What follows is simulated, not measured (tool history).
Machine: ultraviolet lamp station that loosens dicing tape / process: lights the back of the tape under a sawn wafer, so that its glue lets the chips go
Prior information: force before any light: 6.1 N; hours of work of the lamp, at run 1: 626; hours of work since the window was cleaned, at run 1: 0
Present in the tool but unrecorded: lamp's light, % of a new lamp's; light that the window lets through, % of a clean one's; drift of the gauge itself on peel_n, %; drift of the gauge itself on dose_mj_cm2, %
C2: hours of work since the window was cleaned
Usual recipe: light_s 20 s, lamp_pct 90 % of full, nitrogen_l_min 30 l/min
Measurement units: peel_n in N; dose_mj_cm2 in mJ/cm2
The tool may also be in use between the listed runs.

run 1 hour=0.0 | light_s=20 lamp_pct=90 nitrogen_l_min=30 | hours_of_work_of_the_lamp=626 C2=0 | peel_n=0.311 dose_mj_cm2=484
run 2 hour=55.5 | light_s=20 lamp_pct=90 nitrogen_l_min=30 | hours_of_work_of_the_lamp=655 C2=30 | peel_n=0.319 dose_mj_cm2=480
run 3 hour=90.1 | light_s=20 lamp_pct=90 nitrogen_l_min=30 | hours_of_work_of_the_lamp=674 C2=48 | peel_n=0.325 dose_mj_cm2=472
run 4 hour=143.8 | light_s=20 lamp_pct=90 nitrogen_l_min=15 | hours_of_work_of_the_lamp=702 C2=76 | peel_n=0.511 dose_mj_cm2=459
run 5 hour=220.8 | light_s=20 lamp_pct=90 nitrogen_l_min=30 | hours_of_work_of_the_lamp=743 C2=117 | peel_n=0.309 dose_mj_cm2=459
run 6 hour=258.0 | light_s=20 lamp_pct=90 nitrogen_l_min=30 | hours_of_work_of_the_lamp=763 C2=137 | peel_n=0.343 dose_mj_cm2=457
run 7 hour=337.5 | light_s=20 lamp_pct=93 nitrogen_l_min=30 | hours_of_work_of_the_lamp=805 C2=179 | peel_n=0.336 dose_mj_cm2=462
run 8 hour=397.0 | light_s=20 lamp_pct=93 nitrogen_l_min=30 | hours_of_work_of_the_lamp=837 C2=211 | peel_n=0.333 dose_mj_cm2=449
run 9 hour=463.3 | light_s=20 lamp_pct=93 nitrogen_l_min=30 | hours_of_work_of_the_lamp=872 C2=246 | peel_n=0.364 dose_mj_cm2=443
run 10 hour=519.9 | light_s=20 lamp_pct=93 nitrogen_l_min=30 | hours_of_work_of_the_lamp=902 C2=276 | peel_n=0.362 dose_mj_cm2=435
run 11 hour=559.7 | light_s=14 lamp_pct=74 nitrogen_l_min=15 | hours_of_work_of_the_lamp=923 C2=297 | peel_n=1.473 dose_mj_cm2=242
run 12 hour=608.3 | light_s=20 lamp_pct=90 nitrogen_l_min=30 | hours_of_work_of_the_lamp=949 C2=323 | peel_n=0.393 dose_mj_cm2=413
run 13 hour=685.2 | light_s=20 lamp_pct=97 nitrogen_l_min=10 | hours_of_work_of_the_lamp=990 C2=364 | peel_n=0.763 dose_mj_cm2=440
run 14 hour=721.5 | light_s=20 lamp_pct=97 nitrogen_l_min=10 | hours_of_work_of_the_lamp=1009 C2=383 | peel_n=0.795 dose_mj_cm2=431
-- hour=729.2 window cleaned of glue's vapour
run 15 hour=804.2 | light_s=18 lamp_pct=68 nitrogen_l_min=45 | hours_of_work_of_the_lamp=1053 C2=40 | peel_n=0.733 dose_mj_cm2=260
run 16 hour=883.3 | light_s=21 lamp_pct=73 nitrogen_l_min=10 | hours_of_work_of_the_lamp=1095 C2=82 | peel_n=1.278 dose_mj_cm2=317
run 17 hour=934.3 | light_s=14 lamp_pct=81 nitrogen_l_min=48 | hours_of_work_of_the_lamp=1122 C2=109 | peel_n=0.813 dose_mj_cm2=234
run 18 hour=985.6 | light_s=21 lamp_pct=78 nitrogen_l_min=19 | hours_of_work_of_the_lamp=1149 C2=136 | peel_n=0.825 dose_mj_cm2=330
run 19 hour=1036.4 | light_s=15 lamp_pct=64 nitrogen_l_min=19 | hours_of_work_of_the_lamp=1176 C2=163 | peel_n=1.814 dose_mj_cm2=192
-- hour=1065.8 window cleaned of glue's vapour, once more
run 20 hour=1096.0 | light_s=11 lamp_pct=96 nitrogen_l_min=17 | hours_of_work_of_the_lamp=1208 C2=16 | peel_n=1.452 dose_mj_cm2=237

Below are 4 alternative next runs, each starting from the tool's condition after run 20. Predict each:
run A hour=1180.6 | light_s=39 lamp_pct=80 nitrogen_l_min=57 | hours_of_work_of_the_lamp=1253 C2=61 | peel_n=? dose_mj_cm2=?
run B hour=1180.6 | light_s=10 lamp_pct=69 nitrogen_l_min=35 | hours_of_work_of_the_lamp=1253 C2=61 | peel_n=? dose_mj_cm2=?
run C hour=1180.6 | light_s=18 lamp_pct=85 nitrogen_l_min=10 | hours_of_work_of_the_lamp=1253 C2=61 | peel_n=? dose_mj_cm2=?
run D hour=1180.6 | light_s=10 lamp_pct=73 nitrogen_l_min=17 | hours_of_work_of_the_lamp=1253 C2=61 | peel_n=? dose_mj_cm2=?

run=A peel_n=0.205 dose_mj_cm2=682
run=B peel_n=1.834 dose_mj_cm2=150
run=C peel_n=1.193 dose_mj_cm2=332
run=D peel_n=2.259 dose_mj_cm2=161
Had the tool no hidden state, the same runs would have come out as:
run=A peel_n=0.199 dose_mj_cm2=996
run=B peel_n=1.097 dose_mj_cm2=219
run=C peel_n=0.640 dose_mj_cm2=486
run=D peel_n=1.473 dose_mj_cm2=236
